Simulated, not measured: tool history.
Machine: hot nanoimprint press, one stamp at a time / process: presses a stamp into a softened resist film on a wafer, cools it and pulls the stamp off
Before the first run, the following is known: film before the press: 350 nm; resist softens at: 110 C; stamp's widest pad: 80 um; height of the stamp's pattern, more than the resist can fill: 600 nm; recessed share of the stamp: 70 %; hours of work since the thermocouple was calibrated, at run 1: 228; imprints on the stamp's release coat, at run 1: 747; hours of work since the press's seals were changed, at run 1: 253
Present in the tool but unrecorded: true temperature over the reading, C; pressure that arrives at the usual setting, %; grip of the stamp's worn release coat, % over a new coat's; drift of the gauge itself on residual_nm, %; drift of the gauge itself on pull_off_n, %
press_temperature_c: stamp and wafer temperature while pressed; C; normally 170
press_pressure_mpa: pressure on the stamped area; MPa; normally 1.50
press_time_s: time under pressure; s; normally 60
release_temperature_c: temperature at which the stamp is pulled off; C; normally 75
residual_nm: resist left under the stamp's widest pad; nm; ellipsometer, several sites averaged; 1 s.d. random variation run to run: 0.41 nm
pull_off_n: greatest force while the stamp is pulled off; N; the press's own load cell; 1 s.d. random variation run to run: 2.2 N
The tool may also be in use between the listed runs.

| run | hour | press_temperature_c | press_pressure_mpa | press_time_s | release_temperature_c | hours of work since the thermocouple was calibrated | imprints on the stamp's release coat | hours of work since the press's seals were changed | residual_nm | pull_off_n |
|---|---|---|---|---|---|---|---|---|---|---|
| 1 | 0.0 | 170 | 1.50 | 60 | 75 | 228 | 747 | 253 | 136.9 | 95 |
| 2 | 17.3 | 170 | 1.42 | 60 | 75 | 240 | 805 | 265 | 140.0 | 95 |
| 3 | 33.7 | 170 | 1.42 | 60 | 75 | 251 | 859 | 277 | 140.4 | 98 |
| 4 | 49.7 | 170 | 1.50 | 60 | 75 | 263 | 912 | 288 | 136.4 | 95 |
| 5 | 56.9 | 170 | 1.35 | 60 | 75 | 268 | 936 | 293 | 144.3 | 97 |
| 6 | 67.8 | 170 | 1.50 | 55 | 75 | 276 | 971 | 301 | 139.5 | 97 |
|  | 83.2 | plate thermocouple calibrated |
| 7 | 86.9 | 170 | 1.50 | 34 | 75 | 3 | 1025 | 312 | 164.1 | 98 |
| 8 | 100.4 | 170 | 1.50 | 34 | 75 | 12 | 1069 | 322 | 163.1 | 98 |
| 9 | 113.8 | 170 | 1.50 | 34 | 75 | 22 | 1114 | 331 | 163.8 | 99 |
| 10 | 121.7 | 170 | 1.50 | 34 | 75 | 27 | 1140 | 337 | 162.7 | 98 |
| 11 | 137.9 | 170 | 1.50 | 60 | 75 | 39 | 1193 | 348 | 134.6 | 99 |
| 12 | 148.1 | 170 | 1.50 | 60 | 74 | 46 | 1227 | 356 | 134.3 | 100 |
|  | 151.1 | gauge calibrated |
| 13 | 161.8 | 175 | 1.50 | 62 | 74 | 56 | 1272 | 365 | 107.2 | 101 |
| 14 | 176.5 | 170 | 1.50 | 118 | 75 | 66 | 1321 | 376 | 107.2 | 97 |
| 15 | 191.7 | 176 | 0.99 | 93 | 79 | 77 | 1371 | 387 | 113.8 | 94 |
| 16 | 208.5 | 176 | 0.99 | 93 | 79 | 89 | 1426 | 398 | 113.2 | 95 |
| 17 | 218.4 | 182 | 1.50 | 52 | 69 | 96 | 1459 | 405 | 84.5 | 105 |

Estimate the outcome of run 18 from the log above:
| 18 | 235.4 | 170 | 1.67 | 60 | 68 | 108 | 1515 | 417 | ? | ? |

{"run 18": {"residual_nm": 127.8, "pull_off_n": 109}}
Were there no unlogged condition in the tool, this run, its random variation unchanged, would have produced residual_nm 129.3 nm, pull_off_n 107 N.

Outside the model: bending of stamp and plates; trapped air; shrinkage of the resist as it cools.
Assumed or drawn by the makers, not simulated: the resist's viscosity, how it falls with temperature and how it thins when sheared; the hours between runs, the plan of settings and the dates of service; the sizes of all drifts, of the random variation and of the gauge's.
